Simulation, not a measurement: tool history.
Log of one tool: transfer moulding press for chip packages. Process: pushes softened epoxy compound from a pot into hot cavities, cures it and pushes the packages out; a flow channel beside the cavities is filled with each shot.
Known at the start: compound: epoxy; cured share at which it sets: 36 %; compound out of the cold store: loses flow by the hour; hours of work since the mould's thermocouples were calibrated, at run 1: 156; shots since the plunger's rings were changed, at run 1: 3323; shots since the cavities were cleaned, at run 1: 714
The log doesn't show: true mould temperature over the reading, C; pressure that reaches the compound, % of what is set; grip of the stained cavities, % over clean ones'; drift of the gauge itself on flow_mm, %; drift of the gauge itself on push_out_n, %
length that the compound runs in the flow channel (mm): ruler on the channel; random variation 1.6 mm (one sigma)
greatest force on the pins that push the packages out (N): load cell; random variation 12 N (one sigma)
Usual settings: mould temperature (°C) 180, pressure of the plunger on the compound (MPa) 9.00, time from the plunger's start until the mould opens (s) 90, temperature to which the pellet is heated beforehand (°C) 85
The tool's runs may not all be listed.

run	hour	mould temperature (°C)	pressure of the plunger on the compound (MPa)	time from the plunger's start until the mould opens (s)	temperature to which the pellet is heated beforehand (°C)	hours of work since the mould's thermocouples were calibrated	shots since the plunger's rings were changed	shots since the cavities were cleaned	incoming compound's hours out of the cold store	length that the compound runs in the flow channel (mm)	greatest force on the pins that push the packages out (N)
1	0.0	180	9.00	90	85	156	3323	714	18.8	682	1004
# hour 18.4: cavities cleaned with cleaning compound and waxed
2	31.9	180	9.00	90	85	169	3585	116	36.4	655	704
3	65.1	184	9.00	90	85	183	3872	403	31.7	649	715
4	101.6	184	9.00	90	85	199	4188	719	43.6	628	813
# hour 116.9: plunger's sealing rings changed
# hour 122.5: cavities cleaned with cleaning compound and waxed
5	134.7	184	9.00	90	85	212	140	105	46.4	646	548
6	174.6	180	9.00	90	86	229	486	451	12.0	716	893
# hour 223.3: cavities cleaned with cleaning compound and waxed
7	230.8	180	9.00	90	86	253	959	65	41.8	662	656
8	266.3	185	9.00	90	85	268	1266	372	42.2	643	652
9	300.7	185	9.00	90	85	283	1563	669	39.9	644	770
# hour 326.9: cavities cleaned with cleaning compound and waxed
10	353.6	180	9.00	90	85	305	2008	231	28.3	677	788
11	405.6	180	9.00	90	85	328	2458	681	47.5	644	964
# hour 427.1: cavities cleaned with cleaning compound and waxed
12	435.6	180	9.00	90	85	340	2703	73	11.0	703	717
13	463.6	180	9.00	90	85	352	2946	316	8.8	707	859
14	496.4	180	9.00	90	83	367	3229	599	45.0	642	940
15	520.9	182	8.93	109	84	377	3441	811	29.7	657	757
# hour 531.5: cavities cleaned with cleaning compound and waxed
16	561.1	180	7.02	90	85	394	3776	256	32.9	580	793
17	604.4	180	9.00	110	92	413	4150	630	16.9	687	726
# hour 624.3: plunger's sealing rings changed
# hour 635.8: cavities cleaned with cleaning compound and waxed
18	635.8	180	9.00	110	92	425	86	0	44.3	664	478
19	662.3	180	8.66	96	85	436	315	229	37.8	661	695
20	710.9	180	8.66	96	85	457	735	649	37.0	662	864
# hour 738.8: cavities cleaned with cleaning compound and waxed
21	743.1	179	9.31	77	84	470	1001	38	17.0	725	1125
22	773.0	180	9.31	77	84	483	1260	297	22.3	706	1228
23	820.9	178	7.71	77	95	504	1674	711	24.3	642	1726
# hour 840.4: cavities cleaned with cleaning compound and waxed
24	881.6	178	7.71	77	95	530	2186	357	17.9	650	1471
25	927.6	178	7.37	77	93	550	2583	754	17.6	636	1747
# hour 944.5: cavities cleaned with cleaning compound and waxed
26	971.3	180	10.38	90	88	568	2948	231	25.4	728	833
27	1018.8	180	10.38	72	88	589	3358	641	42.5	695	1655

4 ways to go on from here, each from the tool as it stands after run 27. What would each give?
# hour 1046.9: cavities cleaned with cleaning compound and waxed
A	1068.1	187	10.38	72	92	609	3772	184	35.8	?	?
# hour 1046.9: cavities cleaned with cleaning compound and waxed
B	1068.1	180	7.43	90	85	609	3772	184	42.8	?	?
# hour 1046.9: cavities cleaned with cleaning compound and waxed
C	1068.1	184	9.00	90	85	609	3772	184	23.5	?	?
# hour 1046.9: cavities cleaned with cleaning compound and waxed
D	1068.1	180	10.29	72	88	609	3772	184	38.9	?	?

run	length that the compound runs in the flow channel (mm)	greatest force on the pins that push the packages out (N)
A	682	761
B	588	782
C	664	637
D	700	1356
Without the tool's hidden state the same runs would have given:
run	length that the compound runs in the flow channel (mm)	greatest force on the pins that push the packages out (N)
A	703	548
B	605	560
C	684	473
D	720	949
